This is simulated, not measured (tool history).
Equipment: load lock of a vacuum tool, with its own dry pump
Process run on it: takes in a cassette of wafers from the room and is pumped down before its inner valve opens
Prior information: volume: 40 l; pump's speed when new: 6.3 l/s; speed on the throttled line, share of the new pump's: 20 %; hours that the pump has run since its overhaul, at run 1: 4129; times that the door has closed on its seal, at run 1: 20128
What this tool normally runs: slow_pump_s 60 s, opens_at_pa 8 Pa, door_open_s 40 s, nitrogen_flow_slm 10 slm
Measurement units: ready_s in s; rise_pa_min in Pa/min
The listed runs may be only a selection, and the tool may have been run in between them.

run,hour,slow_pump_s,opens_at_pa,door_open_s,nitrogen_flow_slm,hours that the pump has run since its overhaul,times that the door has closed on its seal,"incoming humidity of the room's air, %",ready_s,rise_pa_min
1,0,60,8,40,10,4129,20128,48.5,108.1,0.082
2,76.6,60,8,40,10,4205,20453,45,110.1,0.085
3,216.5,60,8,40,10,4345,21047,44.2,111,0.079
4,367.2,60,8,40,10,4496,21686,45.1,110,0.089
5,453,60,12,40,10,4582,22050,47.8,106.6,0.086
6,534.1,60,12,40,10,4663,22394,46.1,108.9,0.088
7,668.2,60,8,40,10,4797,22963,46.1,109.9,0.085
8,774.3,60,8,40,10,4903,23413,44.2,108.7,0.091
9,912,60,8,40,10,5041,23996,42.9,111.6,0.09
10,1013.2,60,11,40,10,5142,24426,45,108.9,0.089
11,1117,66,8,66,10,5246,24866,43,114.6,0.101
12,1236.8,90,11,40,27,5366,25374,47,132,0.076
13,1360.5,100,11,40,27,5489,25899,46.4,141.1,0.076
14,1469.8,74,15,68,31,5599,26362,46.4,117.8,0.087
15,1599.8,74,6,68,31,5729,26914,43.6,124.5,0.084
16,1748.7,60,7,183,10,5878,27545,44.8,111.9,0.135
17,1880.9,60,7,183,10,6010,28106,45,111.2,0.144
18,1955.3,60,10,142,10,6084,28422,45.2,108.3,0.13

Predict each of these 3 candidate next runs independently; none follows another, all start after run 18:
A,2068.7,94,10,142,10,6198,28902,46.7,?,?
B,2068.7,60,8,40,38,6198,28902,44.3,?,?
C,2068.7,60,10,142,9,6198,28902,47.1,?,?

run,ready_s,rise_pa_min
A,135.8,0.14
B,109,0.083
C,108.2,0.138
With no hidden state in the tool, these same runs would have given:
run,ready_s,rise_pa_min
A,134.4,0.089
B,107.3,0.031
C,106.5,0.087

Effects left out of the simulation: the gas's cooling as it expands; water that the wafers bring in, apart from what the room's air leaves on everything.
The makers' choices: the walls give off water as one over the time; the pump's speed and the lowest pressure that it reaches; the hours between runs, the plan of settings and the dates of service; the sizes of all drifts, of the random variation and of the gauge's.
